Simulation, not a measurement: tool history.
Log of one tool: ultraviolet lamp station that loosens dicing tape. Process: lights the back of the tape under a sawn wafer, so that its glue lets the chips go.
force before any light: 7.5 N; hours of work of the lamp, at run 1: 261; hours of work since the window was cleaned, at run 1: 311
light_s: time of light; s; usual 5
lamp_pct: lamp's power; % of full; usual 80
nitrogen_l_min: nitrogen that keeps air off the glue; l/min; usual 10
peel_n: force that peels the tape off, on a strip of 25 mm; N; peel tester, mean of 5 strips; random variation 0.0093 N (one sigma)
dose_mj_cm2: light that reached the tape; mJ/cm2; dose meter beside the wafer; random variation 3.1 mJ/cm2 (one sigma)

run,hour,light_s,lamp_pct,nitrogen_l_min,hours of work of the lamp,hours of work since the window was cleaned,peel_n,dose_mj_cm2
1,0.0,5,80,10,261,311,0.578,382
2,21.4,5,80,10,272,322,0.595,382
3,43.2,5,80,15,283,334,0.467,371
# hour 51.2: window cleaned of glue's vapour
4,58.6,5,80,3,291,4,1.143,443
5,77.7,5,76,3,301,14,1.270,412
6,98.3,5,80,10,312,25,0.439,441
7,116.2,5,80,10,321,34,0.442,436
8,129.9,5,80,10,329,41,0.445,433
9,151.3,5,80,10,340,52,0.459,424
10,171.5,5,89,10,350,63,0.381,476
11,191.3,5,80,5,361,73,0.867,422
12,206.4,5,80,5,369,81,0.830,423
13,218.3,5,80,5,375,88,0.830,414
14,241.9,5,80,5,387,100,0.873,413
15,264.8,5,80,5,399,112,0.863,412
16,281.9,5,80,5,408,121,0.908,410
17,297.4,5,80,10,416,129,0.528,410
18,310.0,5,80,10,423,136,0.511,402
19,333.2,5,80,10,435,148,0.546,396
20,349.8,5,80,10,444,157,0.523,402
21,361.4,5,80,10,450,163,0.536,401
22,377.4,5,80,10,458,171,0.556,396
23,400.4,9,91,14,470,183,0.196,798
24,416.8,9,91,14,479,192,0.200,796
25,435.8,5,65,6,489,202,1.239,314
26,457.2,3,88,6,500,213,1.671,253
27,478.8,6,80,15,512,224,0.313,460
28,496.1,2,83,19,521,233,1.827,158
29,514.8,2,83,19,530,243,1.842,159
30,528.0,4,79,10,537,250,0.990,298
31,550.6,3,76,10,549,262,1.593,212
32,563.2,3,76,10,556,268,1.618,213
33,576.2,5,76,7,563,275,0.893,351
34,598.8,4,76,6,575,287,1.501,274
35,619.8,4,93,6,585,298,1.090,337
36,637.4,5,80,9,595,307,0.722,360
37,648.0,5,98,10,600,313,0.440,443
38,666.9,6,80,18,610,323,0.327,426
39,688.6,6,80,18,622,334,0.314,421
# hour 695.9: window cleaned of glue's vapour
40,705.0,2,80,19,630,5,1.663,170
41,716.1,3,80,10,636,11,1.293,251
42,733.2,3,82,10,645,20,1.247,257
43,744.9,3,85,10,651,26,1.176,259
44,756.0,5,71,17,657,31,0.446,366

Forecast each of these 3 alternatives for the next run:
A,767.9,9,78,10,663,38,?,?
B,767.9,3,71,7,663,38,?,?
C,767.9,6,71,17,663,38,?,?

run,peel_n,dose_mj_cm2
A,0.216,722
B,1.940,217
C,0.327,440
Without the tool's hidden state the same runs would have given:
run,peel_n,dose_mj_cm2
A,0.199,825
B,1.614,249
C,0.269,503
